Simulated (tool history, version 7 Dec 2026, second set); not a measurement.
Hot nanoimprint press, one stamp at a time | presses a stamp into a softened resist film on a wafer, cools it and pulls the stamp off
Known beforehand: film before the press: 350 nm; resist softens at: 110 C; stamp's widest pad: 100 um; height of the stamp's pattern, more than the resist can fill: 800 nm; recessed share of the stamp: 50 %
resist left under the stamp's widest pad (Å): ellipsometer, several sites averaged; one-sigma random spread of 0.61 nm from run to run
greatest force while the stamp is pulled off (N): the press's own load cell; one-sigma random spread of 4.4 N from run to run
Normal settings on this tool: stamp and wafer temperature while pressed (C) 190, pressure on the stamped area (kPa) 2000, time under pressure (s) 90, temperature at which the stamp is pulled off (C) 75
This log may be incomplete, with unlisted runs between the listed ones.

run	hour	stamp and wafer temperature while pressed (C)	pressure on the stamped area (kPa)	time under pressure (s)	temperature at which the stamp is pulled off (C)	resist left under the stamp's widest pad (Å)	greatest force while the stamp is pulled off (N)
1	0.0	190	2000	90	75	1682	219
# hour 34.2: plate thermocouple calibrated
2	41.3	190	2000	154	75	1412	219
3	98.9	190	2000	154	75	1408	216
4	126.7	190	2000	90	74	1705	217
5	169.2	190	2000	90	80	1689	194
6	223.0	190	2000	90	80	1696	194
7	249.8	190	2000	90	75	1695	215
8	287.9	190	2000	90	75	1705	224
# hour 324.6: stamp cleaned and given a new release coat
9	338.4	190	2000	90	75	1704	208
10	391.4	190	2000	90	75	1701	221
11	422.9	190	2000	90	75	1701	222
12	469.6	190	2000	90	75	1700	212
13	518.2	198	2000	90	75	1403	217
# hour 528.9: plate thermocouple calibrated
14	561.8	199	2000	90	75	1374	220
15	596.1	199	2000	90	75	1361	215
16	641.4	199	2420	51	75	1507	224
17	685.7	199	2420	51	75	1507	220
18	709.3	199	1400	51	69	1995	241
19	760.9	190	2000	98	75	1666	225
20	788.3	190	2000	98	75	1663	208
21	842.9	185	3010	78	74	1647	223
22	881.4	185	3010	78	74	1640	220
23	924.3	185	1360	94	74	2288	218
24	962.4	185	1360	94	74	2290	228
# hour 998.7: stamp cleaned and given a new release coat
25	998.7	185	1360	94	74	2280	218
# hour 1025.7: plate thermocouple calibrated
26	1036.6	185	1360	94	74	2299	224
27	1072.7	198	2240	128	62	1167	278
28	1121.3	202	2900	53	62	1264	272
29	1148.8	187	2900	144	69	1288	240

4 ways to go on from here, each from the tool as it stands after run 29. What would each give?
A	1189.6	181	2900	144	74	?	?
B	1189.6	187	2170	144	69	?	?
C	1189.6	187	1640	144	69	?	?
D	1189.6	187	1410	46	69	?	?

run	resist left under the stamp's widest pad (Å)	greatest force while the stamp is pulled off (N)
A	1549	216
B	1522	239
C	1757	257
D	2579	239
Without the tool's unlogged condition, the same runs would have read:
run	resist left under the stamp's widest pad (Å)	greatest force while the stamp is pulled off (N)
A	1521	216
B	1495	238
C	1726	257
D	2535	238
